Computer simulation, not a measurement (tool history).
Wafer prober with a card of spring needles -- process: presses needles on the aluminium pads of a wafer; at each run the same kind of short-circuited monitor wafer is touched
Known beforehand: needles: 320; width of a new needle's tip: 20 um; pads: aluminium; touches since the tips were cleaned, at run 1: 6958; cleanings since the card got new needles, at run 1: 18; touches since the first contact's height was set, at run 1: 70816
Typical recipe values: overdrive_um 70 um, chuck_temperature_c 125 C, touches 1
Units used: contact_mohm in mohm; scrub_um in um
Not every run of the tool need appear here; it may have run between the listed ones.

run,hour,overdrive_um,chuck_temperature_c,touches,touches since the tips were cleaned,cleanings since the card got new needles,touches since the first contact's height was set,contact_mohm,scrub_um
1,0.0,70,125,1,6958,18,70816,283,10.82
# hour 1.5: tips cleaned on abrasive film
2,6.0,70,125,1,1945,19,73388,250,10.80
3,9.9,70,36,1,3672,19,75115,256,10.81
4,14.4,70,125,1,5639,19,77082,275,10.80
# hour 19.3: tips cleaned on abrasive film
5,20.7,70,68,1,609,20,79820,223,10.77
6,30.2,70,68,1,4765,20,83976,266,10.79
7,35.4,70,68,1,7048,20,86259,279,10.78
# hour 36.9: tips cleaned on abrasive film
8,40.0,70,68,1,1343,21,88237,233,10.78
# hour 43.9: height of the first contact set anew
9,44.4,70,68,1,3160,21,232,248,10.86
10,48.5,63,68,1,4946,21,2018,275,9.80
# hour 54.8: tips cleaned on abrasive film
11,57.9,54,101,1,1381,22,6137,258,8.37
12,65.2,54,101,1,4587,22,9343,300,8.38
13,71.9,70,31,1,7506,22,12262,272,10.87
# hour 72.9: tips cleaned on abrasive film
14,77.3,79,68,2,1961,23,14615,224,12.27
15,83.6,70,93,2,4723,23,17377,246,10.87
16,89.0,70,93,2,7081,23,19735,254,10.88
# hour 90.6: tips cleaned on abrasive film
17,96.6,70,93,2,2633,24,23043,236,10.87

Here are 4 independent what-if runs from the current tool condition. What would each one return?
A,105.3,52,28,1,6463,24,26873,?,?
B,105.3,87,72,1,6463,24,26873,?,?
C,105.3,62,77,2,6463,24,26873,?,?
D,105.3,71,57,1,6463,24,26873,?,?

run,contact_mohm,scrub_um
A,319,8.04
B,252,13.47
C,260,9.61
D,266,11.00
What these runs would have given with no unlogged condition in the tool:
run,contact_mohm,scrub_um
A,204,8.07
B,208,13.50
C,213,9.64
D,203,11.03
